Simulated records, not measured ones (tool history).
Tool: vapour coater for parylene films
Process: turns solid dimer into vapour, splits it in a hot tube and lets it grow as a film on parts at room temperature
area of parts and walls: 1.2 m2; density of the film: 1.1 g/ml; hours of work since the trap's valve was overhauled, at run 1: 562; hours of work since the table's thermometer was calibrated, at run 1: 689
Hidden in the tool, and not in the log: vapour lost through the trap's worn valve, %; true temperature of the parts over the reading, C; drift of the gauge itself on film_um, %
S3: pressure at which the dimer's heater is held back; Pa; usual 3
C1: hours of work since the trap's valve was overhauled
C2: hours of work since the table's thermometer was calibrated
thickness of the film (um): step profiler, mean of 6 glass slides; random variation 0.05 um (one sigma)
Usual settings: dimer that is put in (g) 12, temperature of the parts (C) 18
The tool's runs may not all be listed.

run 1 hour=0 | dimer_that_is_put_in_(g)=12 temperature_of_the_parts_(C)=18 S3=3 | C1=562 C2=689 | thickness_of_the_film_(um)=5.2
run 2 hour=74.8 | dimer_that_is_put_in_(g)=12 temperature_of_the_parts_(C)=18 S3=3 | C1=598 C2=725 | thickness_of_the_film_(um)=5.17
run 3 hour=156.2 | dimer_that_is_put_in_(g)=12 temperature_of_the_parts_(C)=18 S3=2.52 | C1=638 C2=765 | thickness_of_the_film_(um)=5.29
run 4 hour=192.3 | dimer_that_is_put_in_(g)=12 temperature_of_the_parts_(C)=18 S3=2.52 | C1=656 C2=783 | thickness_of_the_film_(um)=5.27
run 5 hour=262.2 | dimer_that_is_put_in_(g)=12 temperature_of_the_parts_(C)=18 S3=2.52 | C1=690 C2=817 | thickness_of_the_film_(um)=5.22
-- hour=271.8 trap's valve overhauled
run 6 hour=335.5 | dimer_that_is_put_in_(g)=12 temperature_of_the_parts_(C)=18 S3=2.52 | C1=31 C2=851 | thickness_of_the_film_(um)=4.99
run 7 hour=383.1 | dimer_that_is_put_in_(g)=12 temperature_of_the_parts_(C)=18 S3=2.52 | C1=55 C2=875 | thickness_of_the_film_(um)=4.89
-- hour=399 trap's valve overhauled, once more
run 8 hour=435.8 | dimer_that_is_put_in_(g)=12 temperature_of_the_parts_(C)=18 S3=10.6 | C1=18 C2=899 | thickness_of_the_film_(um)=4.79
run 9 hour=495.7 | dimer_that_is_put_in_(g)=12 temperature_of_the_parts_(C)=15 S3=3 | C1=47 C2=928 | thickness_of_the_film_(um)=6.58
run 10 hour=573 | dimer_that_is_put_in_(g)=18 temperature_of_the_parts_(C)=18 S3=3 | C1=85 C2=966 | thickness_of_the_film_(um)=8.72
run 11 hour=626.2 | dimer_that_is_put_in_(g)=18 temperature_of_the_parts_(C)=18 S3=3 | C1=111 C2=992 | thickness_of_the_film_(um)=8.69
run 12 hour=680 | dimer_that_is_put_in_(g)=11 temperature_of_the_parts_(C)=18 S3=3 | C1=138 C2=1018 | thickness_of_the_film_(um)=5.31
run 13 hour=713.9 | dimer_that_is_put_in_(g)=11 temperature_of_the_parts_(C)=18 S3=3 | C1=155 C2=1035 | thickness_of_the_film_(um)=5.2
run 14 hour=788.5 | dimer_that_is_put_in_(g)=12 temperature_of_the_parts_(C)=18 S3=3 | C1=191 C2=1072 | thickness_of_the_film_(um)=5.72
run 15 hour=844 | dimer_that_is_put_in_(g)=12 temperature_of_the_parts_(C)=18 S3=2.09 | C1=218 C2=1099 | thickness_of_the_film_(um)=6.07
run 16 hour=919 | dimer_that_is_put_in_(g)=12 temperature_of_the_parts_(C)=14 S3=2.09 | C1=255 C2=1136 | thickness_of_the_film_(um)=7.14
run 17 hour=991.1 | dimer_that_is_put_in_(g)=15 temperature_of_the_parts_(C)=18 S3=2.28 | C1=291 C2=1171 | thickness_of_the_film_(um)=7.25
run 18 hour=1038.2 | dimer_that_is_put_in_(g)=15 temperature_of_the_parts_(C)=18 S3=2.28 | C1=314 C2=1194 | thickness_of_the_film_(um)=7.34
run 19 hour=1086.3 | dimer_that_is_put_in_(g)=14 temperature_of_the_parts_(C)=18 S3=8.89 | C1=337 C2=1218 | thickness_of_the_film_(um)=5.39
run 20 hour=1126.6 | dimer_that_is_put_in_(g)=5 temperature_of_the_parts_(C)=18 S3=2.02 | C1=357 C2=1238 | thickness_of_the_film_(um)=2.48
run 21 hour=1165.3 | dimer_that_is_put_in_(g)=5 temperature_of_the_parts_(C)=18 S3=2.02 | C1=376 C2=1257 | thickness_of_the_film_(um)=2.49
run 22 hour=1220.1 | dimer_that_is_put_in_(g)=10 temperature_of_the_parts_(C)=18 S3=4.31 | C1=403 C2=1284 | thickness_of_the_film_(um)=4.29
run 23 hour=1302.5 | dimer_that_is_put_in_(g)=6 temperature_of_the_parts_(C)=11 S3=2.36 | C1=443 C2=1324 | thickness_of_the_film_(um)=3.98
run 24 hour=1368.9 | dimer_that_is_put_in_(g)=10 temperature_of_the_parts_(C)=18 S3=3 | C1=476 C2=1357 | thickness_of_the_film_(um)=4.62
run 25 hour=1418.1 | dimer_that_is_put_in_(g)=10 temperature_of_the_parts_(C)=18 S3=3 | C1=500 C2=1381 | thickness_of_the_film_(um)=4.46
run 26 hour=1466.1 | dimer_that_is_put_in_(g)=13 temperature_of_the_parts_(C)=18 S3=3 | C1=524 C2=1404 | thickness_of_the_film_(um)=5.83
run 27 hour=1512.9 | dimer_that_is_put_in_(g)=13 temperature_of_the_parts_(C)=18 S3=3 | C1=547 C2=1427 | thickness_of_the_film_(um)=5.73
run 28 hour=1575.3 | dimer_that_is_put_in_(g)=13 temperature_of_the_parts_(C)=18 S3=3 | C1=577 C2=1458 | thickness_of_the_film_(um)=5.76
run 29 hour=1623.4 | dimer_that_is_put_in_(g)=13 temperature_of_the_parts_(C)=18 S3=3 | C1=601 C2=1481 | thickness_of_the_film_(um)=5.71

Forecast each of these 4 alternatives for the next run:
run A hour=1672.8 | dimer_that_is_put_in_(g)=7 temperature_of_the_parts_(C)=26 S3=2.07 | C1=625 C2=1506 | thickness_of_the_film_(um)=?
run B hour=1672.8 | dimer_that_is_put_in_(g)=8 temperature_of_the_parts_(C)=18 S3=4.53 | C1=625 C2=1506 | thickness_of_the_film_(um)=?
run C hour=1672.8 | dimer_that_is_put_in_(g)=7 temperature_of_the_parts_(C)=14 S3=9.17 | C1=625 C2=1506 | thickness_of_the_film_(um)=?
run D hour=1672.8 | dimer_that_is_put_in_(g)=17 temperature_of_the_parts_(C)=13 S3=7.58 | C1=625 C2=1506 | thickness_of_the_film_(um)=?

run=A thickness_of_the_film_(um)=2.25
run=B thickness_of_the_film_(um)=3.33
run=C thickness_of_the_film_(um)=3.07
run=D thickness_of_the_film_(um)=7.96
Without the tool's hidden state the same runs would have given:
run=A thickness_of_the_film_(um)=2.42
run=B thickness_of_the_film_(um)=3.58
run=C thickness_of_the_film_(um)=3.31
run=D thickness_of_the_film_(um)=8.56
